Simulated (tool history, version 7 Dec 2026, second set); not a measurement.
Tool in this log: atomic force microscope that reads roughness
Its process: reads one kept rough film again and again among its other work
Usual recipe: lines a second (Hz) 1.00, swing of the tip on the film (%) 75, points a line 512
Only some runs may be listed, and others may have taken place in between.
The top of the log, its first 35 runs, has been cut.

| run | hour | lines a second (Hz) | swing of the tip on the film (%) | points a line | roughness of the kept film (nm (root mean square)) |
|---|---|---|---|---|---|
|  | 1978.4 | new tip fitted |
| 36 | 1983.4 | 1.74 | 75 | 859 | 1.993 |
| 37 | 2028.0 | 3.07 | 75 | 527 | 1.795 |
|  | 2034.8 | new tip fitted |
|  | 2089.7 | new tip fitted |
| 38 | 2093.2 | 1.00 | 75 | 319 | 2.071 |
| 39 | 2133.0 | 1.95 | 57 | 562 | 2.059 |
|  | 2142.1 | new tip fitted |
|  | 2194.2 | new tip fitted |
| 40 | 2200.8 | 0.50 | 88 | 377 | 2.072 |
|  | 2249.8 | new tip fitted |
| 41 | 2267.2 | 2.14 | 75 | 486 | 1.943 |
|  | 2302.3 | new tip fitted |
| 42 | 2336.3 | 2.14 | 75 | 486 | 1.911 |
|  | 2353.9 | new tip fitted |
| 43 | 2373.0 | 2.02 | 84 | 347 | 1.834 |
|  | 2405.9 | new tip fitted |
| 44 | 2447.3 | 1.00 | 90 | 512 | 1.923 |
|  | 2457.8 | new tip fitted |
|  | 2512.0 | new tip fitted |
| 45 | 2516.1 | 1.90 | 81 | 964 | 1.914 |
|  | 2567.6 | new tip fitted |
| 46 | 2577.6 | 1.52 | 62 | 718 | 2.114 |
|  | 2620.6 | new tip fitted |
| 47 | 2645.7 | 1.52 | 62 | 718 | 2.073 |
|  | 2677.4 | new tip fitted |
| 48 | 2698.0 | 2.13 | 70 | 826 | 1.985 |

Below are 4 alternative next runs, each starting from the tool's condition after run 48. Predict each:
|  | 2731.0 | new tip fitted |
| A | 2757.5 | 2.04 | 70 | 460 | ? |
|  | 2731.0 | new tip fitted |
| B | 2757.5 | 1.27 | 70 | 826 | ? |
|  | 2731.0 | new tip fitted |
| C | 2757.5 | 1.01 | 68 | 506 | ? |
|  | 2731.0 | new tip fitted |
| D | 2757.5 | 2.13 | 70 | 826 | ? |

| run | roughness of the kept film (nm (root mean square)) |
|---|---|
| A | 1.990 |
| B | 2.051 |
| C | 2.096 |
| D | 1.993 |
Stripped of hidden state, with their random variation kept, the same runs would have yielded:
| run | roughness of the kept film (nm (root mean square)) |
|---|---|
| A | 2.017 |
| B | 2.078 |
| C | 2.124 |
| D | 2.020 |

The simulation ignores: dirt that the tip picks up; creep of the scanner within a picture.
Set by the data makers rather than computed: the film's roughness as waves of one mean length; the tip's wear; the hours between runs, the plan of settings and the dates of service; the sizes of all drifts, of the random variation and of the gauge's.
